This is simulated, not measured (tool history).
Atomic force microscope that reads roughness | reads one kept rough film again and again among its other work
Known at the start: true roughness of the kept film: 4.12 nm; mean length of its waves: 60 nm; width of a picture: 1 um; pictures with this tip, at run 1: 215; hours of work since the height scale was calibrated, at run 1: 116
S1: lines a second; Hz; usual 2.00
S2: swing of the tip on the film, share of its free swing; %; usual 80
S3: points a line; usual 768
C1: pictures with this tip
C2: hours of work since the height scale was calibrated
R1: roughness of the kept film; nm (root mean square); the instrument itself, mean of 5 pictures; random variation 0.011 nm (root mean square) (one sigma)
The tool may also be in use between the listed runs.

run,hour,S1,S2,S3,C1,C2,R1
1,0.0,2.00,80,768,215,116,3.231
2,15.4,2.00,80,768,237,125,3.229
# hour 23.3: new tip fitted
3,24.3,2.00,58,768,1,129,3.755
4,33.8,2.00,58,768,14,134,3.768
5,45.9,2.00,80,768,31,141,3.360
6,57.6,2.00,80,768,48,147,3.370
7,73.8,2.00,80,768,71,156,3.335
8,81.1,2.00,80,490,81,160,3.320
9,91.4,2.00,80,902,95,165,3.331
10,99.1,2.96,80,902,106,169,3.109
11,115.0,2.96,80,902,128,178,3.097
12,128.2,2.96,80,527,147,185,3.086
13,141.8,2.00,59,270,166,192,3.613
14,150.9,0.62,84,768,179,197,3.574
15,164.6,0.53,88,456,198,204,3.537
16,176.4,3.20,79,928,215,210,2.982
17,187.3,0.79,55,366,230,216,3.676
18,195.5,0.67,57,794,242,221,3.676
# hour 200.1: new tip fitted
19,207.8,2.00,75,768,11,227,3.499
20,215.4,1.64,86,768,22,231,3.339
21,229.5,3.32,76,637,42,239,3.188
22,245.2,3.32,76,637,64,247,3.190
23,253.1,2.10,83,736,75,251,3.228

Forecast each of these 4 alternatives for the next run:
A,267.1,2.00,62,768,95,259,?
B,267.1,1.05,57,768,95,259,?
C,267.1,2.12,80,768,95,259,?
D,267.1,2.00,72,1022,95,259,?

run,R1
A,3.634
B,3.782
C,3.301
D,3.470
Without the tool's hidden state the same runs would have given:
run,R1
A,3.717
B,3.869
C,3.377
D,3.550

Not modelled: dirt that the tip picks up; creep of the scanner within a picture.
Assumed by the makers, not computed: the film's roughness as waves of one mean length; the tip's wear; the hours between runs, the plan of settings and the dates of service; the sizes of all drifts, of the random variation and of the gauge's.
